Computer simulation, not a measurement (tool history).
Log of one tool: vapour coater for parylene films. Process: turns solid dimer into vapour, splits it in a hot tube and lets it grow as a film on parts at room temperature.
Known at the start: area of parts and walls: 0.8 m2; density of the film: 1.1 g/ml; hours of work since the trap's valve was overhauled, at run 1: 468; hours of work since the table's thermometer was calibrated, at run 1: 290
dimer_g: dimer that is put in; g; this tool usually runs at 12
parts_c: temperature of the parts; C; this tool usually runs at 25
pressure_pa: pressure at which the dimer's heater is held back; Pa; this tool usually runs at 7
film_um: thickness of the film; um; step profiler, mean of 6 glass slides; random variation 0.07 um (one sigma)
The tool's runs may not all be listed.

run,day,dimer_g,parts_c,pressure_pa,hours of work since the trap's valve was overhauled,hours of work since the table's thermometer was calibrated,film_um
1,0,12,25,7,468,290,8.45
2,1.979,5,25,7,511,333,3.5
3,3.117,5,25,7,536,358,3.53
4,4.054,18,25,7,556,378,12.55
5,5.021,18,25,7,577,399,12.51
6,6.9,18,25,7,617,439,12.56
7,8.954,15,27,5.71,661,483,10.61
# day 9.554: trap's valve overhauled
8,10.738,15,25,4.78,25,518,11.38
9,12.4,7,27,2.34,61,554,5.93
10,13.721,7,27,2.34,90,583,5.97
11,14.604,9,29,2.34,109,602,7.24

Hidden condition of the tool, last listed run before each entry between runs versus first listed run after:
Runs 7 to 8: trap's valve overhauled (day 9.554)
  vapour lost through the trap's worn valve, %: 0.3 -> 0
